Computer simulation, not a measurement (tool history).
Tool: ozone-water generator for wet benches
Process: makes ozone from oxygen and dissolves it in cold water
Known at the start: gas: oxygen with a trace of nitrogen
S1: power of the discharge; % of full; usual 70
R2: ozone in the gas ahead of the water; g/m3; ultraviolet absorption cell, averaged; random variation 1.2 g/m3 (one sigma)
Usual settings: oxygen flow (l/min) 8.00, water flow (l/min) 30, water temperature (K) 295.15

Run 1, hour 0.0: usual settings. Result: dissolved ozone (ppm) 22.4, R2 217.1 g/m3.
Run 2, hour 39.5: usual settings. Result: dissolved ozone (ppm) 22.5, R2 216.0 g/m3.
Run 3, hour 75.5: usual settings. Result: dissolved ozone (ppm) 22.1, R2 217.7 g/m3.
Run 4, hour 109.5: usual settings. Result: dissolved ozone (ppm) 22.5, R2 218.1 g/m3.
Run 5, hour 142.2: usual settings. Result: dissolved ozone (ppm) 22.5, R2 218.2 g/m3.
Run 6, hour 187.1: usual settings. Result: dissolved ozone (ppm) 22.3, R2 217.7 g/m3.
Run 7, hour 237.1: usual settings. Result: dissolved ozone (ppm) 22.4, R2 218.0 g/m3.
Run 8, hour 263.1: usual settings. Result: dissolved ozone (ppm) 22.2, R2 219.3 g/m3.
Run 9, hour 307.5: usual settings. Result: dissolved ozone (ppm) 22.1, R2 218.2 g/m3.
Run 10, hour 344.3: usual settings. Result: dissolved ozone (ppm) 22.1, R2 216.8 g/m3.
Run 11, hour 379.5: usual settings. Result: dissolved ozone (ppm) 22.4, R2 216.9 g/m3.
Run 12, hour 403.5: usual settings. Result: dissolved ozone (ppm) 22.2, R2 217.6 g/m3.
Run 13, hour 449.2: usual settings but S1 76 % of full. Result: dissolved ozone (ppm) 24.1, R2 238.4 g/m3.
Run 14, hour 486.2: usual settings but S1 76 % of full. Result: dissolved ozone (ppm) 24.2, R2 237.2 g/m3.
Run 15, hour 527.0: usual settings but S1 76 % of full. Result: dissolved ozone (ppm) 24.3, R2 237.2 g/m3.
Run 16, hour 575.6: usual settings but S1 76 % of full. Result: dissolved ozone (ppm) 23.9, R2 240.5 g/m3.
Run 17, hour 601.6: usual settings but S1 76 % of full. Result: dissolved ozone (ppm) 24.2, R2 239.1 g/m3.
Run 18, hour 639.7: usual settings but S1 76 % of full. Result: dissolved ozone (ppm) 24.2, R2 239.8 g/m3.
Run 19, hour 690.9: usual settings but S1 76 % of full. Result: dissolved ozone (ppm) 24.2, R2 239.8 g/m3.
Run 20, hour 735.6: usual settings but S1 76 % of full. Result: dissolved ozone (ppm) 24.2, R2 240.4 g/m3.
Run 21, hour 766.7: usual settings but S1 76 % of full. Result: dissolved ozone (ppm) 24.2, R2 240.8 g/m3.
Run 22, hour 788.8: usual settings but S1 48 % of full, oxygen flow (l/min) 5.99, water flow (l/min) 26, water temperature (K) 292.15. Result: dissolved ozone (ppm) 18.4, R2 181.7 g/m3.
Run 23, hour 816.3: usual settings but water flow (l/min) 26. Result: dissolved ozone (ppm) 25.2, R2 222.5 g/m3.
Run 24, hour 851.1: usual settings but water flow (l/min) 40. Result: dissolved ozone (ppm) 17.4, R2 223.7 g/m3.
At hour 861.6: gauge calibrated.
Run 25, hour 895.5: usual settings but S1 52 % of full, oxygen flow (l/min) 4.88. Result: dissolved ozone (ppm) 16.5, R2 213.8 g/m3.
Run 26, hour 940.1: usual settings but S1 52 % of full, oxygen flow (l/min) 4.88. Result: dissolved ozone (ppm) 16.4, R2 212.1 g/m3.
Run 27, hour 962.8: usual settings but water temperature (K) 291.15. Result: dissolved ozone (ppm) 23.9, R2 219.1 g/m3.
Run 28, hour 988.6: usual settings but water flow (l/min) 45. Result: dissolved ozone (ppm) 15.7, R2 217.6 g/m3.
Run 29, hour 1027.0: usual settings but S1 61 % of full, water flow (l/min) 36, water temperature (K) 293.15. Result: dissolved ozone (ppm) 17.4, R2 192.7 g/m3.
Run 30, hour 1070.7: usual settings but S1 61 % of full, water flow (l/min) 36, water temperature (K) 293.15. Result: dissolved ozone (ppm) 17.3, R2 192.7 g/m3.
Run 31, hour 1122.3: usual settings but oxygen flow (l/min) 11.80, water temperature (K) 292.15. Result: dissolved ozone (ppm) 23.0, R2 178.4 g/m3.
Run 32, hour 1165.9: usual settings but oxygen flow (l/min) 11.80, water temperature (K) 292.15. Result: dissolved ozone (ppm) 23.2, R2 178.7 g/m3.

The same runs without the tool's hidden state, with the same run-to-run variation:
The hidden state here: yield of the discharge, % of new electrodes'; contactor's efficiency, % of a clean one's; true water temperature over the reading, C; drift of the gauge itself on ozone_ppm, %; drift of the gauge itself on gas_g_m3, %.
run     R2
  1  217.2
  2  215.8
  3  217.2
  4  217.3
  5  217.2
  6  216.4
  7  216.3
  8  217.5
  9  216.0
 10  214.4
 11  214.2
 12  214.7
 13  234.9
 14  233.5
 15  233.1
 16  236.0
 17  234.4
 18  234.8
 19  234.4
 20  234.6
 21  234.8
 22  177.0
 23  216.6
 24  217.5
 25  213.7
 26  211.6
 27  218.5
 28  216.7
 29  191.7
 30  191.5
 31  176.9
 32  176.9
dissolved ozone (ppm): within 0.1 of the measured result in every run.

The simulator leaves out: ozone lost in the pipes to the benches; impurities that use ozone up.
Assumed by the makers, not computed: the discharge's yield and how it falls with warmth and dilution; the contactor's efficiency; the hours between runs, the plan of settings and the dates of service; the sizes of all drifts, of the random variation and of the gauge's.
